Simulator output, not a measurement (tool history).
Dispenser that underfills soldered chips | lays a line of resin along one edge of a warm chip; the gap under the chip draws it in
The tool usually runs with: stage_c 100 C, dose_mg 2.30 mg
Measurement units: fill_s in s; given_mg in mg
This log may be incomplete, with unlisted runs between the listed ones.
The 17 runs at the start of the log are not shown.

run,hour,stage_c,dose_mg,fill_s,given_mg
# hour 173.0: new syringe of resin
# hour 183.9: new syringe of resin
18,183.9,109,2.30,9.5,2.28
# hour 195.3: new syringe of resin
19,198.1,108,2.06,11.8,2.04
# hour 207.5: new syringe of resin
20,212.8,112,2.79,10.4,2.74
# hour 218.8: new syringe of resin
# hour 229.7: new syringe of resin
21,229.7,112,2.79,9.1,2.75
22,238.6,100,2.31,21.7,2.25
# hour 241.3: new syringe of resin
23,248.8,92,2.52,28.3,2.45
# hour 252.8: new syringe of resin
24,263.2,92,2.52,32.0,2.41
# hour 264.8: new syringe of resin
# hour 271.3: dispensing valve cleaned and set on the balance
25,273.5,92,2.52,28.2,2.51
# hour 277.4: new syringe of resin
26,282.6,92,2.52,27.5,2.50
# hour 289.1: new syringe of resin
27,290.4,98,2.76,16.7,2.72
# hour 300.9: new syringe of resin
28,307.6,98,2.29,20.0,2.25
# hour 312.8: new syringe of resin
29,319.1,98,2.29,21.1,2.25
# hour 324.0: new syringe of resin
30,330.3,98,2.68,20.2,2.61
# hour 334.8: new syringe of resin
31,344.3,105,2.06,17.7,2.00
# hour 345.7: new syringe of resin
# hour 356.5: new syringe of resin
32,358.2,105,2.06,12.9,1.99
# hour 368.7: new syringe of resin
# hour 373.5: dispensing valve cleaned and set on the balance
33,376.6,105,2.79,14.6,2.79
# hour 380.8: new syringe of resin
34,390.2,105,2.79,17.2,2.76

Branching from run 34: 4 alternative next runs. What would each branch give?
# hour 392.1: new syringe of resin
A,400.1,97,2.46,?,?
# hour 392.1: new syringe of resin
B,400.1,91,2.63,?,?
# hour 392.1: new syringe of resin
C,400.1,88,2.36,?,?
# hour 392.1: new syringe of resin
D,400.1,105,2.85,?,?

run,fill_s,given_mg
A,21.8,2.44
B,28.0,2.59
C,33.9,2.33
D,14.4,2.80
Without the tool's unlogged condition, the same runs would have read:
run,fill_s,given_mg
A,18.2,2.47
B,23.5,2.62
C,28.5,2.36
D,11.9,2.84
